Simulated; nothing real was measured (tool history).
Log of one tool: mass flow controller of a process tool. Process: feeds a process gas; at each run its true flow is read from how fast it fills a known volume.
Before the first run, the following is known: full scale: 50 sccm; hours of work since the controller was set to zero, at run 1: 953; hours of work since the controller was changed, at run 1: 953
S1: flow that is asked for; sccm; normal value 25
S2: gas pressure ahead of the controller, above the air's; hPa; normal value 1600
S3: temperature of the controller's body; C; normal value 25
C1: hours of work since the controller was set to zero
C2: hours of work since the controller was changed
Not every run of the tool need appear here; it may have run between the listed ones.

{"run": 1, "day": 0.0, "S1": 25, "S2": 1600, "S3": 25, "C1": 953, "C2": 953, "true flow (%)": 100.31}
{"run": 2, "day": 4.958, "S1": 25, "S2": 1600, "S3": 25, "C1": 1042, "C2": 1042, "true flow (%)": 100.27}
{"run": 3, "day": 9.225, "S1": 25, "S2": 1600, "S3": 25, "C1": 1118, "C2": 1118, "true flow (%)": 100.53}
{"run": 4, "day": 12.767, "S1": 25, "S2": 1600, "S3": 25, "C1": 1182, "C2": 1182, "true flow (%)": 100.33}
{"run": 5, "day": 17.067, "S1": 25, "S2": 1600, "S3": 25, "C1": 1259, "C2": 1259, "true flow (%)": 100.5}
{"run": 6, "day": 23.438, "S1": 25, "S2": 1530, "S3": 25, "C1": 1373, "C2": 1373, "true flow (%)": 100.67}
{"run": 7, "day": 30.117, "S1": 43, "S2": 1600, "S3": 25, "C1": 1493, "C2": 1493, "true flow (%)": 100.55}
{"run": 8, "day": 35.225, "S1": 33, "S2": 2220, "S3": 25, "C1": 1584, "C2": 1584, "true flow (%)": 100.31}
{"run": 9, "day": 40.012, "S1": 25, "S2": 2750, "S3": 35, "C1": 1670, "C2": 1670, "true flow (%)": 100.88}
{"run": 10, "day": 43.912, "S1": 25, "S2": 1490, "S3": 35, "C1": 1740, "C2": 1740, "true flow (%)": 101.28}
{"run": 11, "day": 47.517, "S1": 25, "S2": 1700, "S3": 26, "C1": 1804, "C2": 1804, "true flow (%)": 100.56}

5 ways to go on from here, each from the tool as it stands after run 11. What would each give?
{"run": "A", "day": 52.008, "S1": 15, "S2": 1700, "S3": 26, "C1": 1885, "C2": 1885, "true flow (%)": "?"}
{"run": "B", "day": 52.008, "S1": 23, "S2": 2070, "S3": 25, "C1": 1885, "C2": 1885, "true flow (%)": "?"}
{"run": "C", "day": 52.008, "S1": 10, "S2": 1940, "S3": 26, "C1": 1885, "C2": 1885, "true flow (%)": "?"}
{"run": "D", "day": 52.008, "S1": 13, "S2": 1500, "S3": 35, "C1": 1885, "C2": 1885, "true flow (%)": "?"}
{"run": "E", "day": 52.008, "S1": 43, "S2": 2090, "S3": 36, "C1": 1885, "C2": 1885, "true flow (%)": "?"}

run=A true_flow_(%)=101.10
run=B true_flow_(%)=100.64
run=C true_flow_(%)=101.19
run=D true_flow_(%)=101.47
run=E true_flow_(%)=101.31
With the hidden condition removed and each run's random variation left untouched, the same runs would have given:
run=A true_flow_(%)=99.99
run=B true_flow_(%)=99.76
run=C true_flow_(%)=99.76
run=D true_flow_(%)=100.27
run=E true_flow_(%)=100.62
